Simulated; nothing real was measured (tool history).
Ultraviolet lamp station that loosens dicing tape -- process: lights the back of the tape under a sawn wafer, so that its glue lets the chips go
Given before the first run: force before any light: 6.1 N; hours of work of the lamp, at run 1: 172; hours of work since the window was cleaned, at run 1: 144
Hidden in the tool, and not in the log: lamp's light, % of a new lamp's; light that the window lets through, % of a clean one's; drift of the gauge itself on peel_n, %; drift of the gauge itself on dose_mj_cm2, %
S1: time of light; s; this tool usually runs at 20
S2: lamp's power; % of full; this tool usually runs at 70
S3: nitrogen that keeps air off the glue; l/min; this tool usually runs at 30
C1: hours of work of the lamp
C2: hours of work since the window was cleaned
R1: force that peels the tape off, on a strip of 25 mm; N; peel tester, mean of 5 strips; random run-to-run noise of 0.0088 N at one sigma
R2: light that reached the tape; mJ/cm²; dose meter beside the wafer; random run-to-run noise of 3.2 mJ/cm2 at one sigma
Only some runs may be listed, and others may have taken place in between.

run 1 hour=0 | S1=20 S2=70 S3=30 | C1=172 C2=144 | R1=0.488 R2=427
run 2 hour=15.8 | S1=36 S2=70 S3=30 | C1=179 C2=151 | R1=0.186 R2=769
run 3 hour=29 | S1=36 S2=70 S3=30 | C1=185 C2=158 | R1=0.19 R2=760
run 4 hour=44 | S1=36 S2=70 S3=30 | C1=193 C2=165 | R1=0.186 R2=754
run 5 hour=51.1 | S1=36 S2=70 S3=30 | C1=196 C2=168 | R1=0.197 R2=743
run 6 hour=63.7 | S1=13 S2=70 S3=30 | C1=202 C2=174 | R1=1.112 R2=269
run 7 hour=78.4 | S1=13 S2=70 S3=30 | C1=209 C2=181 | R1=1.095 R2=270
run 8 hour=86.1 | S1=13 S2=70 S3=30 | C1=213 C2=185 | R1=1.101 R2=267
run 9 hour=100 | S1=13 S2=70 S3=30 | C1=219 C2=192 | R1=1.108 R2=265
run 10 hour=107.7 | S1=20 S2=70 S3=13 | C1=223 C2=195 | R1=0.939 R2=411
run 11 hour=116.1 | S1=20 S2=70 S3=11 | C1=227 C2=199 | R1=1.076 R2=412
run 12 hour=131 | S1=20 S2=70 S3=11 | C1=234 C2=206 | R1=1.055 R2=409
run 13 hour=139.1 | S1=20 S2=70 S3=50 | C1=238 C2=210 | R1=0.38 R2=405
run 14 hour=148.2 | S1=20 S2=70 S3=50 | C1=242 C2=215 | R1=0.392 R2=406
run 15 hour=160.7 | S1=15 S2=70 S3=30 | C1=248 C2=221 | R1=0.887 R2=303
run 16 hour=174.3 | S1=20 S2=70 S3=11 | C1=255 C2=227 | R1=1.142 R2=397
run 17 hour=188.8 | S1=20 S2=70 S3=11 | C1=262 C2=234 | R1=1.095 R2=395
run 18 hour=199 | S1=20 S2=70 S3=23 | C1=267 C2=239 | R1=0.676 R2=392
run 19 hour=207.8 | S1=20 S2=70 S3=23 | C1=271 C2=243 | R1=0.684 R2=397
run 20 hour=220.8 | S1=20 S2=70 S3=30 | C1=277 C2=249 | R1=0.563 R2=394
run 21 hour=231.9 | S1=20 S2=70 S3=30 | C1=282 C2=255 | R1=0.574 R2=388
run 22 hour=244.1 | S1=20 S2=88 S3=30 | C1=288 C2=260 | R1=0.366 R2=499
run 23 hour=253.1 | S1=20 S2=75 S3=30 | C1=292 C2=265 | R1=0.487 R2=418
run 24 hour=264.2 | S1=20 S2=75 S3=30 | C1=298 C2=270 | R1=0.506 R2=419
run 25 hour=274.6 | S1=20 S2=64 S3=15 | C1=303 C2=275 | R1=1.117 R2=350
run 26 hour=286.1 | S1=13 S2=69 S3=42 | C1=308 C2=280 | R1=1.05 R2=243
run 27 hour=296.5 | S1=16 S2=82 S3=34 | C1=313 C2=285 | R1=0.616 R2=355
run 28 hour=306.1 | S1=10 S2=76 S3=16 | C1=318 C2=290 | R1=2.17 R2=205
run 29 hour=319.3 | S1=10 S2=76 S3=16 | C1=324 C2=296 | R1=2.166 R2=211
run 30 hour=331.8 | S1=10 S2=76 S3=16 | C1=330 C2=302 | R1=2.201 R2=204
run 31 hour=342.3 | S1=22 S2=98 S3=37 | C1=335 C2=307 | R1=0.239 R2=579
run 32 hour=352.3 | S1=29 S2=69 S3=36 | C1=340 C2=312 | R1=0.295 R2=538
run 33 hour=366.9 | S1=29 S2=69 S3=36 | C1=347 C2=319 | R1=0.282 R2=532
run 34 hour=381.9 | S1=29 S2=69 S3=36 | C1=354 C2=326 | R1=0.278 R2=528
run 35 hour=392.3 | S1=29 S2=85 S3=13 | C1=359 C2=331 | R1=0.393 R2=650
run 36 hour=401.3 | S1=23 S2=85 S3=17 | C1=363 C2=336 | R1=0.5 R2=515
run 37 hour=415.3 | S1=23 S2=85 S3=17 | C1=370 C2=342 | R1=0.504 R2=511
run 38 hour=422.6 | S1=23 S2=88 S3=17 | C1=373 C2=346 | R1=0.483 R2=524
run 39 hour=435.1 | S1=21 S2=70 S3=10 | C1=379 C2=352 | R1=1.22 R2=379
run 40 hour=445.9 | S1=34 S2=69 S3=10 | C1=384 C2=357 | R1=0.559 R2=608
run 41 hour=461.1 | S1=14 S2=91 S3=11 | C1=392 C2=364 | R1=1.457 R2=326
-- hour=469.1 window cleaned of glue's vapour
run 42 hour=472.3 | S1=14 S2=71 S3=54 | C1=397 C2=2 | R1=0.747 R2=272
run 43 hour=482 | S1=11 S2=87 S3=14 | C1=401 C2=6 | R1=1.775 R2=261
run 44 hour=494 | S1=20 S2=73 S3=30 | C1=407 C2=12 | R1=0.548 R2=395

3 options for the next run, each taken on its own from the tool as it stands now. Forecast them:
run A hour=502.2 | S1=20 S2=76 S3=30 | C1=411 C2=16 | R1=? R2=?
run B hour=502.2 | S1=31 S2=61 S3=30 | C1=411 C2=16 | R1=? R2=?
run C hour=502.2 | S1=15 S2=98 S3=15 | C1=411 C2=16 | R1=? R2=?

run=A R1=0.509 R2=411
run=B R1=0.342 R2=507
run=C R1=0.9 R2=402
What these runs would have given with no unlogged condition in the tool:
run=A R1=0.312 R2=531
run=B R1=0.231 R2=655
run=C R1=0.566 R2=519
